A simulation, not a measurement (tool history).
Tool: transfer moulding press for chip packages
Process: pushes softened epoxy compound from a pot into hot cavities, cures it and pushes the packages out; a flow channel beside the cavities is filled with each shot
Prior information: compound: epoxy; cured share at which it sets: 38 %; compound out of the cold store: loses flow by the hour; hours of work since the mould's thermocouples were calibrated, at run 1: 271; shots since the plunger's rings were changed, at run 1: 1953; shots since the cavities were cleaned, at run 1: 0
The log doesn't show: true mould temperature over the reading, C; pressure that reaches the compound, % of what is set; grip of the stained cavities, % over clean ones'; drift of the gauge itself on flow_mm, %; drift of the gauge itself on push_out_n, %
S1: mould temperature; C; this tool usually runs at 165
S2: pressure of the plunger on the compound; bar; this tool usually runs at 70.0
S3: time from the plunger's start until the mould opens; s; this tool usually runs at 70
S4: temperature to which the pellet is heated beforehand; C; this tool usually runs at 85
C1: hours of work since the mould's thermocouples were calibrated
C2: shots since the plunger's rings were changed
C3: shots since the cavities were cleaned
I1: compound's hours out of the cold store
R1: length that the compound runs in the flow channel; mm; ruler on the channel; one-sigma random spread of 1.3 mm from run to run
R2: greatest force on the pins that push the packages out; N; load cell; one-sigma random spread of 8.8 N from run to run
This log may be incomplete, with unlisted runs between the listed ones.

{"run": 1, "hour": 0.0, "S1": 165, "S2": 70.0, "S3": 70, "S4": 85, "C1": 271, "C2": 1953, "C3": 0, "I1": 33.3, "R1": 631, "R2": 371}
{"hour": 36.0, "done": "cavities cleaned with cleaning compound and waxed"}
{"run": 2, "hour": 40.8, "S1": 165, "S2": 70.0, "S3": 70, "S4": 85, "C1": 293, "C2": 2521, "C3": 69, "I1": 28.4, "R1": 633, "R2": 431}
{"hour": 46.5, "done": "plunger's sealing rings changed"}
{"run": 3, "hour": 62.3, "S1": 165, "S2": 70.0, "S3": 70, "S4": 85, "C1": 304, "C2": 227, "C3": 344, "I1": 47.2, "R1": 617, "R2": 540}
{"hour": 76.5, "done": "cavities cleaned with cleaning compound and waxed"}
{"run": 4, "hour": 103.8, "S1": 165, "S2": 70.0, "S3": 70, "S4": 77, "C1": 326, "C2": 807, "C3": 395, "I1": 42.0, "R1": 626, "R2": 540}
{"hour": 113.5, "done": "cavities cleaned with cleaning compound and waxed"}
{"run": 5, "hour": 126.3, "S1": 165, "S2": 70.0, "S3": 70, "S4": 77, "C1": 337, "C2": 1111, "C3": 185, "I1": 21.6, "R1": 664, "R2": 484}
{"run": 6, "hour": 145.6, "S1": 165, "S2": 70.0, "S3": 70, "S4": 77, "C1": 348, "C2": 1391, "C3": 465, "I1": 38.1, "R1": 626, "R2": 553}
{"hour": 150.9, "done": "mould's thermocouples calibrated"}
{"hour": 152.4, "done": "cavities cleaned with cleaning compound and waxed"}
{"hour": 190.0, "done": "cavities cleaned with cleaning compound and waxed"}
{"run": 7, "hour": 191.1, "S1": 165, "S2": 70.0, "S3": 96, "S4": 85, "C1": 21, "C2": 1976, "C3": 15, "I1": 46.5, "R1": 603, "R2": 348}
{"run": 8, "hour": 213.3, "S1": 165, "S2": 70.0, "S3": 96, "S4": 85, "C1": 33, "C2": 2298, "C3": 337, "I1": 39.9, "R1": 612, "R2": 457}
{"hour": 227.2, "done": "cavities cleaned with cleaning compound and waxed"}
{"hour": 235.1, "done": "plunger's sealing rings changed"}
{"run": 9, "hour": 249.4, "S1": 165, "S2": 70.0, "S3": 96, "S4": 85, "C1": 51, "C2": 207, "C3": 286, "I1": 30.2, "R1": 655, "R2": 452}
{"hour": 266.3, "done": "cavities cleaned with cleaning compound and waxed"}
{"run": 10, "hour": 290.8, "S1": 165, "S2": 70.0, "S3": 96, "S4": 85, "C1": 73, "C2": 784, "C3": 355, "I1": 28.9, "R1": 652, "R2": 477}
{"hour": 303.3, "done": "cavities cleaned with cleaning compound and waxed"}
{"run": 11, "hour": 315.6, "S1": 165, "S2": 66.4, "S3": 70, "S4": 81, "C1": 86, "C2": 1121, "C3": 178, "I1": 21.9, "R1": 646, "R2": 488}
{"hour": 341.7, "done": "cavities cleaned with cleaning compound and waxed"}
{"hour": 345.5, "done": "mould's thermocouples calibrated, once more"}
{"run": 12, "hour": 348.4, "S1": 159, "S2": 55.6, "S3": 58, "S4": 91, "C1": 2, "C2": 1546, "C3": 69, "I1": 17.5, "R1": 612, "R2": 957}
{"hour": 379.3, "done": "cavities cleaned with cleaning compound and waxed"}
{"run": 13, "hour": 387.0, "S1": 159, "S2": 60.9, "S3": 58, "S4": 79, "C1": 22, "C2": 2084, "C3": 112, "I1": 9.1, "R1": 656, "R2": 1073}

Here are 3 independent what-if runs from the current tool condition. What would each one return?
{"hour": 416.0, "done": "cavities cleaned with cleaning compound and waxed"}
{"hour": 424.0, "done": "plunger's sealing rings changed"}
{"run": "A", "hour": 425.0, "S1": 159, "S2": 62.9, "S3": 72, "S4": 79, "C1": 41, "C2": 14, "C3": 94, "I1": 37.3, "R1": "?", "R2": "?"}
{"hour": 416.0, "done": "cavities cleaned with cleaning compound and waxed"}
{"hour": 424.0, "done": "plunger's sealing rings changed"}
{"run": "B", "hour": 425.0, "S1": 171, "S2": 60.9, "S3": 88, "S4": 76, "C1": 41, "C2": 14, "C3": 94, "I1": 17.6, "R1": "?", "R2": "?"}
{"hour": 416.0, "done": "cavities cleaned with cleaning compound and waxed"}
{"hour": 424.0, "done": "plunger's sealing rings changed"}
{"run": "C", "hour": 425.0, "S1": 165, "S2": 70.0, "S3": 109, "S4": 78, "C1": 41, "C2": 14, "C3": 94, "I1": 11.0, "R1": "?", "R2": "?"}

run=A R1=627 R2=580
run=B R1=625 R2=359
run=C R1=702 R2=364
The same runs, with their run-to-run variation unchanged, on a tool lacking any hidden condition would have given:
run=A R1=627 R2=520
run=B R1=625 R2=322
run=C R1=703 R2=326
